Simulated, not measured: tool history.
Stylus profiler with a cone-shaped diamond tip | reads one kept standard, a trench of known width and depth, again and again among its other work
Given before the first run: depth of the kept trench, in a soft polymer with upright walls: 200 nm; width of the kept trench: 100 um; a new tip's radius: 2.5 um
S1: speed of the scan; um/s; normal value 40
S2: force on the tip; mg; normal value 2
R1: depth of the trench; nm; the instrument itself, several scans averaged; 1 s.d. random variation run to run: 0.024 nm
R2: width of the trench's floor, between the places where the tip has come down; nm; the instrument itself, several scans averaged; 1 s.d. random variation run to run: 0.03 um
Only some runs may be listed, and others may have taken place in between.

| run | hour | S1 | S2 | R1 | R2 |
|---|---|---|---|---|---|
| 1 | 0 | 40 | 2 | 202.59 | 97730 |
| 2 | 26.5 | 40 | 2 | 202.57 | 97800 |
| 3 | 40.5 | 40 | 2 | 202.58 | 97730 |
| 4 | 58.1 | 40 | 2 | 202.56 | 97700 |
| 5 | 87.3 | 40 | 2 | 202.52 | 97730 |
| 6 | 99.9 | 40 | 4.52 | 204.45 | 97830 |
| 7 | 116.2 | 40 | 4.52 | 204.41 | 97840 |
| 8 | 145.6 | 40 | 4.52 | 204.46 | 97890 |
| 9 | 168 | 40 | 4.52 | 204.41 | 97830 |
| 10 | 192.8 | 60 | 2 | 202.59 | 97630 |
| 11 | 217.7 | 40 | 2 | 202.53 | 97750 |
| 12 | 230.8 | 40 | 2 | 202.56 | 97710 |
| 13 | 251.3 | 40 | 2 | 202.54 | 97770 |
| 14 | 275.7 | 40 | 2 | 202.58 | 97760 |
| 15 | 294.5 | 40 | 2 | 202.57 | 97700 |
| 16 | 317.4 | 40 | 1.56 | 202.16 | 97720 |
| 17 | 338.4 | 40 | 1.56 | 202.18 | 97760 |
| 18 | 354.6 | 38 | 4.12 | 204.15 | 97840 |
| 19 | 372.1 | 40 | 1.21 | 201.83 | 97680 |
| 20 | 395.1 | 32 | 2.11 | 202.69 | 97810 |

For run 21, what comes out?
| 21 | 414.5 | 10 | 1.72 | ? | ? |

{"run 21": {"R1": 202.33, "R2": 97990}}
Were there no unlogged condition in the tool, this run, its random variation unchanged, would have produced R1 202.33 nm, R2 97990 nm.
